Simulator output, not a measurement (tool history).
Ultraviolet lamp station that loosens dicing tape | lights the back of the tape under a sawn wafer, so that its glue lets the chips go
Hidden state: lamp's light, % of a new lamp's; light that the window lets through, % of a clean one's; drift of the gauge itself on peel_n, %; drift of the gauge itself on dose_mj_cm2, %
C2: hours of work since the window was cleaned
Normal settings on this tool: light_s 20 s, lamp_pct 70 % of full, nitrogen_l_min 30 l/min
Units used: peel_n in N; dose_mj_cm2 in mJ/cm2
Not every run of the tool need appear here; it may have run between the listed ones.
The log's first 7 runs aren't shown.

{"run": 8, "hour": 346.6, "light_s": 20, "lamp_pct": 70, "nitrogen_l_min": 30, "hours of work of the lamp": 712, "C2": 347, "peel_n": 0.469, "dose_mj_cm2": 464}
{"run": 9, "hour": 406.5, "light_s": 20, "lamp_pct": 70, "nitrogen_l_min": 30, "hours of work of the lamp": 755, "C2": 390, "peel_n": 0.482, "dose_mj_cm2": 470}
{"hour": 430.2, "done": "window cleaned of glue's vapour"}
{"run": 10, "hour": 446.5, "light_s": 20, "lamp_pct": 70, "nitrogen_l_min": 30, "hours of work of the lamp": 784, "C2": 12, "peel_n": 0.46, "dose_mj_cm2": 467}
{"run": 11, "hour": 488.4, "light_s": 20, "lamp_pct": 71, "nitrogen_l_min": 30, "hours of work of the lamp": 814, "C2": 42, "peel_n": 0.46, "dose_mj_cm2": 476}
{"hour": 531.2, "done": "lamp changed"}
{"run": 12, "hour": 556.2, "light_s": 20, "lamp_pct": 71, "nitrogen_l_min": 30, "hours of work of the lamp": 18, "C2": 91, "peel_n": 0.468, "dose_mj_cm2": 481}
{"run": 13, "hour": 631.6, "light_s": 20, "lamp_pct": 71, "nitrogen_l_min": 30, "hours of work of the lamp": 73, "C2": 146, "peel_n": 0.448, "dose_mj_cm2": 474}
{"run": 14, "hour": 685.1, "light_s": 20, "lamp_pct": 71, "nitrogen_l_min": 30, "hours of work of the lamp": 112, "C2": 185, "peel_n": 0.453, "dose_mj_cm2": 474}
{"run": 15, "hour": 721.2, "light_s": 20, "lamp_pct": 71, "nitrogen_l_min": 30, "hours of work of the lamp": 138, "C2": 211, "peel_n": 0.423, "dose_mj_cm2": 473}
{"run": 16, "hour": 788.1, "light_s": 20, "lamp_pct": 71, "nitrogen_l_min": 30, "hours of work of the lamp": 187, "C2": 260, "peel_n": 0.466, "dose_mj_cm2": 473}
{"run": 17, "hour": 864.9, "light_s": 19, "lamp_pct": 66, "nitrogen_l_min": 50, "hours of work of the lamp": 243, "C2": 315, "peel_n": 0.404, "dose_mj_cm2": 419}
{"run": 18, "hour": 909.0, "light_s": 21, "lamp_pct": 66, "nitrogen_l_min": 12, "hours of work of the lamp": 275, "C2": 347, "peel_n": 0.855, "dose_mj_cm2": 474}
{"run": 19, "hour": 964.5, "light_s": 21, "lamp_pct": 74, "nitrogen_l_min": 10, "hours of work of the lamp": 315, "C2": 388, "peel_n": 0.789, "dose_mj_cm2": 522}
{"hour": 987.4, "done": "window cleaned of glue's vapour"}
{"run": 20, "hour": 1032.4, "light_s": 21, "lamp_pct": 91, "nitrogen_l_min": 20, "hours of work of the lamp": 364, "C2": 33, "peel_n": 0.38, "dose_mj_cm2": 639}
{"run": 21, "hour": 1109.5, "light_s": 21, "lamp_pct": 91, "nitrogen_l_min": 16, "hours of work of the lamp": 420, "C2": 89, "peel_n": 0.431, "dose_mj_cm2": 636}
{"run": 22, "hour": 1161.0, "light_s": 24, "lamp_pct": 99, "nitrogen_l_min": 30, "hours of work of the lamp": 458, "C2": 126, "peel_n": 0.223, "dose_mj_cm2": 802}
{"run": 23, "hour": 1201.6, "light_s": 24, "lamp_pct": 63, "nitrogen_l_min": 30, "hours of work of the lamp": 487, "C2": 156, "peel_n": 0.428, "dose_mj_cm2": 505}
{"run": 24, "hour": 1261.4, "light_s": 24, "lamp_pct": 69, "nitrogen_l_min": 45, "hours of work of the lamp": 531, "C2": 199, "peel_n": 0.271, "dose_mj_cm2": 555}

For run 25, what comes out?
{"run": 25, "hour": 1322.6, "light_s": 24, "lamp_pct": 69, "nitrogen_l_min": 45, "hours of work of the lamp": 575, "C2": 244, "peel_n": "?", "dose_mj_cm2": "?"}

Run 25 measured peel_n 0.291 N, dose_mj_cm2 552 mJ/cm2.
If the tool had no hidden condition, the same run with the same run-to-run variation would have returned peel_n 0.289 N, dose_mj_cm2 554 mJ/cm2.
